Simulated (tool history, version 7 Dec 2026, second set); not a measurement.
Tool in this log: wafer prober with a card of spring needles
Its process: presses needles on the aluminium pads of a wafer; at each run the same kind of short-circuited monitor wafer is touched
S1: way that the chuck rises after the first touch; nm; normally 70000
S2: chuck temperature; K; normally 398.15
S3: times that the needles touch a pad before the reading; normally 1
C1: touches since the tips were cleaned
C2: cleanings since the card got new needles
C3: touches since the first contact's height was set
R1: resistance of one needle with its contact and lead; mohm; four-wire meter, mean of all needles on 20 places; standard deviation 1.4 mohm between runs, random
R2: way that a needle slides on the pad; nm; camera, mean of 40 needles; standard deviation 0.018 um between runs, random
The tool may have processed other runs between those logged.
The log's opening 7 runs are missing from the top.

At hour 157.5: tips cleaned on abrasive film.
Run 8, hour 166.4: usual settings; C1 5369; C2 18; C3 27693. Result: R1 128 mohm, R2 17460 nm.
At hour 170.5: tips cleaned on abrasive film.
At hour 182.9: tips cleaned on abrasive film.
Run 9, hour 182.9: usual settings; C1 0; C2 20; C3 37521. Result: R1 126 mohm, R2 17470 nm.
At hour 196.3: tips cleaned on abrasive film.
At hour 209.5: tips cleaned on abrasive film.
Run 10, hour 211.5: usual settings; C1 1204; C2 22; C3 54601. Result: R1 130 mohm, R2 17450 nm.
At hour 221.7: tips cleaned on abrasive film.
Run 11, hour 226.4: usual settings but S2 298.15 K; C1 2825; C2 23; C3 63518. Result: R1 116 mohm, R2 17420 nm.
At hour 235.1: tips cleaned on abrasive film.
Run 12, hour 241.3: usual settings but S2 298.15 K; C1 3756; C2 24; C3 72443. Result: R1 117 mohm, R2 17420 nm.
At hour 248.7: tips cleaned on abrasive film.
At hour 260.1: tips cleaned on abrasive film.
At hour 271.9: tips cleaned on abrasive film.
Run 13, hour 271.9: usual settings but S2 298.15 K; C1 0; C2 27; C3 90700. Result: R1 116 mohm, R2 17370 nm.
At hour 283.7: tips cleaned on abrasive film.
At hour 296.6: tips cleaned on abrasive film.
Run 14, hour 299.2: usual settings; C1 1599; C2 29; C3 107022. Result: R1 130 mohm, R2 17410 nm.
At hour 308.2: tips cleaned on abrasive film.
At hour 308.5: height of the first contact set anew.
At hour 320.3: tips cleaned on abrasive film.
Run 15, hour 323.3: usual settings; C1 1768; C2 31; C3 8830. Result: R1 129 mohm, R2 17410 nm.
At hour 332.6: tips cleaned on abrasive film.
At hour 344.5: tips cleaned on abrasive film.
Run 16, hour 344.5: usual settings but S1 56000 nm, S2 346.15 K; C1 0; C2 33; C3 21472. Result: R1 123 mohm, R2 13940 nm.
At hour 356: tips cleaned on abrasive film.
At hour 369.1: tips cleaned on abrasive film.
Run 17, hour 369.7: usual settings but S1 53000 nm, S2 327.15 K; C1 343; C2 35; C3 36553. Result: R1 122 mohm, R2 13170 nm.
At hour 381.3: tips cleaned on abrasive film.
At hour 393.7: tips cleaned on abrasive film.
Run 18, hour 393.7: usual settings but S1 75000 nm, S2 308.15 K; C1 0; C2 37; C3 50857. Result: R1 119 mohm, R2 18640 nm.
At hour 406.1: tips cleaned on abrasive film.
Run 19, hour 415.9: usual settings but S1 87000 nm, S3 3; C1 5880; C2 38; C3 64197. Result: R1 128 mohm, R2 21590 nm.
At hour 418.7: tips cleaned on abrasive film.
At hour 430.3: tips cleaned on abrasive film.
At hour 443: tips cleaned on abrasive film.
Run 20, hour 444.1: usual settings but S1 56000 nm, S2 375.15 K, S3 2; C1 666; C2 41; C3 80971. Result: R1 128 mohm, R2 13870 nm.
At hour 455.8: tips cleaned on abrasive film.
Run 21, hour 457.6: usual settings but S1 56000 nm, S2 375.15 K, S3 2; C1 1060; C2 42; C3 89044. Result: R1 127 mohm, R2 13870 nm.
At hour 468.5: tips cleaned on abrasive film.
Run 22, hour 475.7: usual settings but S1 66000 nm, S2 341.15 K; C1 4364; C2 43; C3 99907. Result: R1 122 mohm, R2 16330 nm.
At hour 480.6: tips cleaned on abrasive film.
At hour 493.6: tips cleaned on abrasive film.
At hour 496.2: height of the first contact set anew.
At hour 506.5: tips cleaned on abrasive film.
Run 23, hour 508.1: usual settings but S1 66000 nm, S2 341.15 K; C1 987; C2 46; C3 7146. Result: R1 123 mohm, R2 16340 nm.
At hour 517.9: tips cleaned on abrasive film.
Run 24, hour 525.2: usual settings but S1 51000 nm, S2 327.15 K; C1 4397; C2 47; C3 17361. Result: R1 120 mohm, R2 12650 nm.
At hour 530.6: tips cleaned on abrasive film.
At hour 542.7: tips cleaned on abrasive film.
Run 25, hour 549.4: usual settings but S1 51000 nm, S2 327.15 K; C1 4074; C2 49; C3 31836. Result: R1 124 mohm, R2 12610 nm.
At hour 555.9: tips cleaned on abrasive film.
At hour 567.5: tips cleaned on abrasive film.
Run 26, hour 568.2: usual settings but S1 53000 nm, S2 327.15 K; C1 381; C2 51; C3 43006. Result: R1 122 mohm, R2 13090 nm.
At hour 579.6: tips cleaned on abrasive film.
At hour 592.2: tips cleaned on abrasive film.
Run 27, hour 597.3: usual settings but S1 52000 nm, S2 299.15 K, S3 2; C1 3087; C2 53; C3 60452. Result: R1 119 mohm, R2 12850 nm.
At hour 605.5: tips cleaned on abrasive film.
At hour 617.3: tips cleaned on abrasive film.
Run 28, hour 625.9: usual settings but S1 76000 nm, S2 356.15 K; C1 5197; C2 55; C3 77532. Result: R1 124 mohm, R2 18770 nm.
At hour 629.7: tips cleaned on abrasive film.
At hour 641.8: tips cleaned on abrasive film.
Run 29, hour 651.5: usual settings but S1 72000 nm, S3 2; C1 5850; C2 57; C3 92842. Result: R1 128 mohm, R2 17790 nm.
At hour 653.8: tips cleaned on abrasive film.
At hour 667.1: tips cleaned on abrasive film.
Run 30, hour 672.8: usual settings but S1 72000 nm, S3 2; C1 3449; C2 59; C3 105517. Result: R1 131 mohm, R2 17760 nm.

Predict each of these 4 candidate next runs independently; none follows another, all start after run 30:
At hour 680.5: tips cleaned on abrasive film.
At hour 683.6: height of the first contact set anew.
At hour 693.7: tips cleaned on abrasive film.
Run A, hour 698.2: usual settings; C1 2755; C2 61; C3 8740. Result: R1 ?, R2 ?.
At hour 680.5: tips cleaned on abrasive film.
At hour 683.6: height of the first contact set anew.
At hour 693.7: tips cleaned on abrasive film.
Run B, hour 698.2: usual settings but S1 75000 nm; C1 2755; C2 61; C3 8740. Result: R1 ?, R2 ?.
At hour 680.5: tips cleaned on abrasive film.
At hour 683.6: height of the first contact set anew.
At hour 693.7: tips cleaned on abrasive film.
Run C, hour 698.2: usual settings but S1 52000 nm; C1 2755; C2 61; C3 8740. Result: R1 ?, R2 ?.
At hour 680.5: tips cleaned on abrasive film.
At hour 683.6: height of the first contact set anew.
At hour 693.7: tips cleaned on abrasive film.
Run D, hour 698.2: usual settings but S1 55000 nm, S3 2; C1 2755; C2 61; C3 8740. Result: R1 ?, R2 ?.

run   R1     R2
  A  127  17250
  B  129  18520
  C  133  12870
  D  130  13570
With the hidden condition removed and each run's random variation left untouched, the same runs would have given:
run   R1     R2
  A  127  17500
  B  129  18790
  C  133  13050
  D  129  13760
